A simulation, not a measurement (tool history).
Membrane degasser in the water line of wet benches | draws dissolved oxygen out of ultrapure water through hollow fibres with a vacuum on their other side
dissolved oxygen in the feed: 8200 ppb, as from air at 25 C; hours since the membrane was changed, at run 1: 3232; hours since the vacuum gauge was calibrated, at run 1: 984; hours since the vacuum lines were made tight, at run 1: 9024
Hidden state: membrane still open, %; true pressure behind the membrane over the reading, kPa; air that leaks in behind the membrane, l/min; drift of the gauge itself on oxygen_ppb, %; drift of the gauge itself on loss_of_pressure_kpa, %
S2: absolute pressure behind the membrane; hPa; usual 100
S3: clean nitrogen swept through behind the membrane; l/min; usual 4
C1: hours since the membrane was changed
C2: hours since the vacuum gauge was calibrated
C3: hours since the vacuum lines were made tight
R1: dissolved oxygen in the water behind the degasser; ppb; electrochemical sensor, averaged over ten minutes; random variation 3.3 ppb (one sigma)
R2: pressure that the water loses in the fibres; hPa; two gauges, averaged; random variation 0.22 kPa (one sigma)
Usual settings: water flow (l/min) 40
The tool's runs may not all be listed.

run 1 hour=0 | water_flow_(l/min)=40 S2=100 S3=4 | C1=3232 C2=984 C3=9024 | R1=328.3 R2=522.3
run 2 hour=126.5 | water_flow_(l/min)=40 S2=100 S3=4 | C1=3359 C2=1111 C3=9151 | R1=330.5 R2=520
run 3 hour=235.8 | water_flow_(l/min)=40 S2=100 S3=4 | C1=3468 C2=1220 C3=9260 | R1=329.2 R2=516.6
run 4 hour=309.5 | water_flow_(l/min)=40 S2=100 S3=4 | C1=3542 C2=1294 C3=9334 | R1=328.1 R2=523
run 5 hour=407.4 | water_flow_(l/min)=40 S2=100 S3=4 | C1=3640 C2=1392 C3=9432 | R1=329.4 R2=520.8
-- hour=439.6 seals of the vacuum lines changed
run 6 hour=485.5 | water_flow_(l/min)=40 S2=107 S3=4 | C1=3716 C2=1468 C3=46 | R1=349.2 R2=522.9
run 7 hour=630.2 | water_flow_(l/min)=40 S2=107 S3=4 | C1=3860 C2=1613 C3=191 | R1=341.2 R2=518.3
run 8 hour=731 | water_flow_(l/min)=40 S2=107 S3=4 | C1=3961 C2=1713 C3=291 | R1=348.6 R2=521.1
run 9 hour=854.4 | water_flow_(l/min)=56 S2=100 S3=4 | C1=4085 C2=1837 C3=415 | R1=478.8 R2=721.5
run 10 hour=915 | water_flow_(l/min)=56 S2=100 S3=4 | C1=4145 C2=1897 C3=475 | R1=465.5 R2=728.1
run 11 hour=976.9 | water_flow_(l/min)=40 S2=100 S3=4 | C1=4207 C2=1959 C3=537 | R1=331.1 R2=521.6
run 12 hour=1099.5 | water_flow_(l/min)=40 S2=100 S3=4 | C1=4330 C2=2082 C3=660 | R1=331.6 R2=522.4
run 13 hour=1230.1 | water_flow_(l/min)=40 S2=100 S3=2.24 | C1=4460 C2=2212 C3=790 | R1=438.3 R2=523.5
run 14 hour=1365.3 | water_flow_(l/min)=40 S2=100 S3=4 | C1=4595 C2=2348 C3=926 | R1=326.7 R2=519.5
run 15 hour=1434.1 | water_flow_(l/min)=40 S2=100 S3=4 | C1=4664 C2=2416 C3=994 | R1=327.6 R2=524.1
run 16 hour=1520.2 | water_flow_(l/min)=40 S2=100 S3=4 | C1=4750 C2=2503 C3=1081 | R1=331.9 R2=523.9
run 17 hour=1602.2 | water_flow_(l/min)=38 S2=72 S3=1.9 | C1=4832 C2=2585 C3=1163 | R1=333.3 R2=494.1
run 18 hour=1698.1 | water_flow_(l/min)=58 S2=175 S3=4 | C1=4928 C2=2680 C3=1258 | R1=715.2 R2=758.9
run 19 hour=1766.9 | water_flow_(l/min)=58 S2=175 S3=4 | C1=4997 C2=2749 C3=1327 | R1=718.6 R2=753.8
run 20 hour=1890.6 | water_flow_(l/min)=40 S2=164 S3=2.98 | C1=5121 C2=2873 C3=1451 | R1=548.8 R2=523.2
run 21 hour=2011.7 | water_flow_(l/min)=40 S2=100 S3=2.33 | C1=5242 C2=2994 C3=1572 | R1=428.6 R2=523.7
run 22 hour=2139 | water_flow_(l/min)=41 S2=212 S3=1.81 | C1=5369 C2=3121 C3=1699 | R1=971.4 R2=531
run 23 hour=2264.6 | water_flow_(l/min)=41 S2=212 S3=1.81 | C1=5495 C2=3247 C3=1825 | R1=957.3 R2=532.6
run 24 hour=2404 | water_flow_(l/min)=41 S2=212 S3=1.81 | C1=5634 C2=3386 C3=1964 | R1=966.3 R2=531.7
run 25 hour=2547.1 | water_flow_(l/min)=43 S2=123 S3=4 | C1=5777 C2=3529 C3=2107 | R1=405.1 R2=556
run 26 hour=2629.7 | water_flow_(l/min)=26 S2=72 S3=10.17 | C1=5860 C2=3612 C3=2190 | R1=121.9 R2=336.9
run 27 hour=2708.1 | water_flow_(l/min)=52 S2=71 S3=4 | C1=5938 C2=3690 C3=2268 | R1=355.3 R2=679.4
run 28 hour=2824.8 | water_flow_(l/min)=52 S2=71 S3=4 | C1=6055 C2=3807 C3=2385 | R1=359.5 R2=677.1
run 29 hour=2943.6 | water_flow_(l/min)=26 S2=80 S3=4.32 | C1=6174 C2=3926 C3=2504 | R1=164.7 R2=339.4

Forecast each of these 3 alternatives for the next run:
run A hour=3056.6 | water_flow_(l/min)=24 S2=195 S3=2.92 | C1=6287 C2=4039 C3=2617 | R1=? R2=?
run B hour=3056.6 | water_flow_(l/min)=40 S2=80 S3=4.32 | C1=6287 C2=4039 C3=2617 | R1=? R2=?
run C hour=3056.6 | water_flow_(l/min)=40 S2=100 S3=10.53 | C1=6287 C2=4039 C3=2617 | R1=? R2=?

run=A R1=390.4 R2=316.6
run=B R1=278.8 R2=520
run=C R1=237.5 R2=520.5
Without the tool's hidden state the same runs would have given:
run=A R1=390.2 R2=316.5
run=B R1=278.5 R2=519.8
run=C R1=237.2 R2=520.3

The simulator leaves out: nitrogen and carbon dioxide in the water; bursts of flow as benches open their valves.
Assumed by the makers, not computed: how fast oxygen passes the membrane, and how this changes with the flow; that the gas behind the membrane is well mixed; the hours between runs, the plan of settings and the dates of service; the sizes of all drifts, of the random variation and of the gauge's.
